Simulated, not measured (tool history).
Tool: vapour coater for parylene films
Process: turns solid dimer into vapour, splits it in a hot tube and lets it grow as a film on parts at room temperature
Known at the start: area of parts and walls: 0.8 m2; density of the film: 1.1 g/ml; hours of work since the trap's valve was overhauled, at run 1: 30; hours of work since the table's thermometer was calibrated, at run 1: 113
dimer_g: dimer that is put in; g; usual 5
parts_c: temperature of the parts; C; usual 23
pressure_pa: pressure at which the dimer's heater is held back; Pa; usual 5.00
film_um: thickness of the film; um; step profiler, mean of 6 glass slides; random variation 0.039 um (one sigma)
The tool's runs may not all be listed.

run,hour,dimer_g,parts_c,pressure_pa,hours of work since the trap's valve was overhauled,hours of work since the table's thermometer was calibrated,film_um
1,0.0,5,23,5.00,30,113,4.10
2,37.6,5,23,5.00,47,130,4.08
3,102.1,5,23,5.00,77,160,4.12
4,143.6,5,21,5.00,96,179,4.45
5,208.8,5,24,5.00,127,209,3.98
6,237.4,5,24,5.00,140,222,3.99
7,281.7,9,23,5.00,160,243,7.43
8,346.1,9,23,5.00,190,273,7.32
9,403.8,5,23,11.22,217,299,3.73
10,445.3,5,23,11.22,236,318,3.65
11,480.3,5,23,5.00,252,335,4.11
12,525.4,5,23,5.00,273,356,4.09
13,591.3,5,23,5.42,303,386,4.12
14,624.8,5,23,5.00,319,401,4.13
15,689.3,5,23,5.00,349,431,4.08
16,750.0,5,23,5.00,377,459,4.08
17,812.0,5,23,5.00,405,488,4.13
18,859.5,5,23,5.00,427,510,4.00
19,899.9,5,23,4.11,446,529,4.18
20,935.7,5,19,5.00,463,545,4.76
# hour 1003.3: trap's valve overhauled
21,1003.3,5,23,5.00,0,575,4.04
22,1031.4,4,23,5.00,13,588,3.24
23,1077.7,5,23,5.00,34,609,4.13
24,1136.9,5,23,5.00,62,636,4.05
25,1169.5,3,23,9.91,77,651,2.26
26,1198.9,7,30,3.73,90,665,4.44
27,1233.9,5,20,6.53,107,681,4.50
28,1300.6,4,16,5.00,137,712,4.29
29,1340.9,5,22,2.03,156,731,4.81
30,1376.2,5,22,2.03,172,747,4.74
31,1420.3,5,29,5.00,193,767,3.21
32,1485.6,4,33,5.00,223,798,2.18
33,1541.6,2,31,2.86,249,823,1.29
34,1581.7,2,30,2.34,267,842,1.38
35,1612.8,2,30,2.34,282,856,1.29
36,1669.7,9,15,2.43,308,883,10.09
37,1697.0,4,16,2.43,321,895,4.39
# hour 1717.2: table's thermometer calibrated
38,1746.5,3,19,3.33,343,14,3.06
39,1787.7,3,23,2.90,362,33,2.62
40,1841.9,5,26,4.71,387,58,3.69
41,1908.3,5,31,5.00,418,88,2.93
42,1938.3,5,23,6.30,432,102,3.98
43,1976.7,2,17,3.36,450,120,2.20
44,2013.0,2,17,3.36,466,137,2.14
45,2063.3,3,23,8.52,490,160,2.29
# hour 2070.0: trap's valve overhauled
46,2099.6,2,30,8.52,14,175,1.13
47,2164.9,3,23,5.00,44,205,2.49

Forecast each of these 4 alternatives for the next run:
A,2200.6,8,20,5.00,60,222,?
B,2200.6,3,29,5.00,60,222,?
C,2200.6,5,30,5.00,60,222,?
D,2200.6,3,23,6.94,60,222,?

run,film_um
A,7.38
B,1.95
C,3.08
D,2.33
Without the tool's hidden state the same runs would have given:
run,film_um
A,7.40
B,1.96
C,3.09
D,2.34

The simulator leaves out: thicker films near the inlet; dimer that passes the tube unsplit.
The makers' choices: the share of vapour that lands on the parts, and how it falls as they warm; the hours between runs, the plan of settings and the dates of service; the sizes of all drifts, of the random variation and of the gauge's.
